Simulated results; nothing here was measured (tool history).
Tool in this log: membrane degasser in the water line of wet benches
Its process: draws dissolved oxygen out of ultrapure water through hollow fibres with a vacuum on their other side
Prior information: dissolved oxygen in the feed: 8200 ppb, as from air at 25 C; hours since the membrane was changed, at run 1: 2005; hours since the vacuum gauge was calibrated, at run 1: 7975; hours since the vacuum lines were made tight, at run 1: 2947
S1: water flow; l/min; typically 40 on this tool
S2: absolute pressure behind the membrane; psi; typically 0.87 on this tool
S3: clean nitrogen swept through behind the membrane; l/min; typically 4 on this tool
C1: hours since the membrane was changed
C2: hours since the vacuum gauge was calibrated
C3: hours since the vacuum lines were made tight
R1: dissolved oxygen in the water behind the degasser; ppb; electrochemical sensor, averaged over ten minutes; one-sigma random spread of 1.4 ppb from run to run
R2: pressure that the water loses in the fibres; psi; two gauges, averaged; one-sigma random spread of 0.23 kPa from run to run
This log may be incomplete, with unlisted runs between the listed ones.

| run | hour | S1 | S2 | S3 | C1 | C2 | C3 | R1 | R2 |
|---|---|---|---|---|---|---|---|---|---|
| 1 | 0 | 40 | 0.87 | 4 | 2005 | 7975 | 2947 | 147.7 | 8.678 |
| 2 | 46 | 40 | 0.87 | 4 | 2051 | 8021 | 2993 | 148.3 | 8.714 |
| 3 | 116.4 | 40 | 0.87 | 4 | 2121 | 8092 | 3063 | 147.4 | 8.644 |
| 4 | 159.7 | 40 | 0.87 | 5.78 | 2165 | 8135 | 3107 | 127.7 | 8.694 |
| 5 | 215.3 | 40 | 0.87 | 5.78 | 2220 | 8191 | 3162 | 126.4 | 8.752 |
| 6 | 276.7 | 32 | 0.87 | 4 | 2282 | 8252 | 3224 | 97.9 | 6.966 |
| 7 | 328.1 | 32 | 0.87 | 4 | 2333 | 8304 | 3275 | 96.5 | 7.011 |
| 8 | 369.7 | 32 | 0.87 | 4 | 2375 | 8345 | 3317 | 96.7 | 6.982 |
| 9 | 428.2 | 32 | 0.87 | 4 | 2433 | 8404 | 3375 | 96.4 | 6.982 |
| 10 | 470.7 | 32 | 0.87 | 4 | 2476 | 8446 | 3418 | 96.5 | 6.982 |
| 11 | 531.6 | 32 | 0.87 | 4 | 2536 | 8507 | 3479 | 97.1 | 6.979 |
| 12 | 608.4 | 30 | 0.87 | 4 | 2613 | 8584 | 3555 | 86.9 | 6.543 |
| 13 | 651.1 | 30 | 0.87 | 4 | 2656 | 8627 | 3598 | 87.6 | 6.582 |
|  | 657.5 | vacuum gauge calibrated |
| 14 | 734.1 | 30 | 0.87 | 4 | 2738 | 77 | 3681 | 89.3 | 6.606 |
| 15 | 781.2 | 30 | 0.87 | 1.79 | 2786 | 124 | 3728 | 154.4 | 6.575 |
| 16 | 820.5 | 30 | 1.017 | 1.79 | 2825 | 163 | 3767 | 188.9 | 6.554 |
|  | 852.6 | vacuum gauge calibrated, once more |
| 17 | 891.2 | 42 | 1.661 | 1.99 | 2895 | 39 | 3837 | 451.4 | 9.137 |
| 18 | 930.7 | 30 | 0.87 | 11.97 | 2935 | 78 | 3877 | 49.9 | 6.564 |
| 19 | 1001.7 | 30 | 0.87 | 11.97 | 3006 | 149 | 3948 | 49.9 | 6.585 |
| 20 | 1062.5 | 27 | 0.557 | 10.62 | 3066 | 210 | 4008 | 26.2 | 5.875 |
| 21 | 1114.9 | 36 | 0.557 | 10.62 | 3119 | 262 | 4061 | 62.2 | 7.868 |
| 22 | 1182.4 | 40 | 1.272 | 1.82 | 3186 | 330 | 4128 | 341.1 | 8.701 |
| 23 | 1271.1 | 58 | 0.567 | 1.82 | 3275 | 419 | 4217 | 249 | 12.626 |
| 24 | 1331.6 | 58 | 0.567 | 1.82 | 3335 | 479 | 4278 | 245.7 | 12.673 |
| 25 | 1415 | 26 | 1.501 | 4.12 | 3419 | 562 | 4361 | 130.2 | 5.685 |
| 26 | 1494.3 | 30 | 1.446 | 5.02 | 3498 | 642 | 4440 | 131.7 | 6.538 |
| 27 | 1547.1 | 40 | 0.97 | 4 | 3551 | 695 | 4493 | 160.3 | 8.74 |
| 28 | 1633.9 | 43 | 0.925 | 3.21 | 3638 | 781 | 4580 | 197.5 | 9.398 |
| 29 | 1700.6 | 37 | 0.87 | 11.34 | 3704 | 848 | 4647 | 85.3 | 8.106 |
| 30 | 1753.1 | 37 | 1.928 | 3.28 | 3757 | 901 | 4699 | 321 | 8.121 |
| 31 | 1815.5 | 38 | 0.725 | 1.98 | 3819 | 963 | 4762 | 147.5 | 8.373 |
| 32 | 1890.5 | 39 | 1.839 | 2.63 | 3894 | 1038 | 4837 | 392.4 | 8.509 |

What if the next run were any one of these 3? Each begins from the tool's condition after run 32:
| A | 1977.4 | 40 | 1.598 | 4 | 3981 | 1125 | 4923 | ? | ? |
| B | 1977.4 | 31 | 1.839 | 2.63 | 3981 | 1125 | 4923 | ? | ? |
| C | 1977.4 | 39 | 0.702 | 2.63 | 3981 | 1125 | 4923 | ? | ? |

| run | R1 | R2 |
|---|---|---|
| A | 261.8 | 8.817 |
| B | 295.8 | 6.792 |
| C | 131.8 | 8.528 |
With no hidden state in the tool, these same runs would have given:
| run | R1 | R2 |
|---|---|---|
| A | 253.7 | 8.689 |
| B | 288.8 | 6.693 |
| C | 124.3 | 8.405 |
